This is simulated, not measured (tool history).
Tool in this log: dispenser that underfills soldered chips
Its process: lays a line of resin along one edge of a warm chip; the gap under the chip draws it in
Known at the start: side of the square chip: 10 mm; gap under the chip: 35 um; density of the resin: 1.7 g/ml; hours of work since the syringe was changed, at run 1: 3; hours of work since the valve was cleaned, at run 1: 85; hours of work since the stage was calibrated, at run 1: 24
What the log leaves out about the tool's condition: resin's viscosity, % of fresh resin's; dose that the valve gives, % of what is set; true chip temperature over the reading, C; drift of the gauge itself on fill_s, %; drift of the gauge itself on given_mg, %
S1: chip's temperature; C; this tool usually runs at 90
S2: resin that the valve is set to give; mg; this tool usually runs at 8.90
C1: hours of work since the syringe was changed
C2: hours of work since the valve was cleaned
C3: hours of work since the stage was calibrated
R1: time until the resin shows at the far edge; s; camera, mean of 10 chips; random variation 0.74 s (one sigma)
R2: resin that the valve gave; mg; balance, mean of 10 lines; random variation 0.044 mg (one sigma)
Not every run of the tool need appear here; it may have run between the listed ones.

{"run": 1, "hour": 0.0, "S1": 90, "S2": 8.9, "C1": 3, "C2": 85, "C3": 24, "R1": 89.2, "R2": 8.54}
{"run": 2, "hour": 5.2, "S1": 90, "S2": 8.9, "C1": 7, "C2": 89, "C3": 27, "R1": 118.3, "R2": 8.6}
{"hour": 8.1, "done": "new syringe of resin"}
{"run": 3, "hour": 9.0, "S1": 90, "S2": 8.9, "C1": 1, "C2": 91, "C3": 30, "R1": 71.0, "R2": 8.6}
{"run": 4, "hour": 12.8, "S1": 90, "S2": 8.9, "C1": 3, "C2": 93, "C3": 32, "R1": 85.6, "R2": 8.53}
{"run": 5, "hour": 17.3, "S1": 90, "S2": 8.9, "C1": 6, "C2": 96, "C3": 35, "R1": 114.2, "R2": 8.49}
{"hour": 21.4, "done": "new syringe of resin"}
{"run": 6, "hour": 22.9, "S1": 90, "S2": 8.9, "C1": 1, "C2": 100, "C3": 38, "R1": 74.5, "R2": 8.49}
{"hour": 25.3, "done": "dispensing valve cleaned and set on the balance"}
{"run": 7, "hour": 27.4, "S1": 93, "S2": 10.64, "C1": 3, "C2": 1, "C3": 41, "R1": 83.2, "R2": 10.64}
{"run": 8, "hour": 32.8, "S1": 91, "S2": 11.49, "C1": 7, "C2": 5, "C3": 44, "R1": 115.7, "R2": 11.46}
{"hour": 35.5, "done": "new syringe of resin"}
{"run": 9, "hour": 37.7, "S1": 94, "S2": 11.08, "C1": 1, "C2": 8, "C3": 47, "R1": 67.8, "R2": 11.14}

What does the tool deliver on the next run?
{"run": 10, "hour": 41.8, "S1": 76, "S2": 10.13, "C1": 4, "C2": 10, "C3": 50, "R1": "?", "R2": "?"}

R1: 141.0 s
R2: 10.17 mg
The same run, on a tool lacking any hidden state, would have yielded R1 99.6 s, R2 10.22 mg.
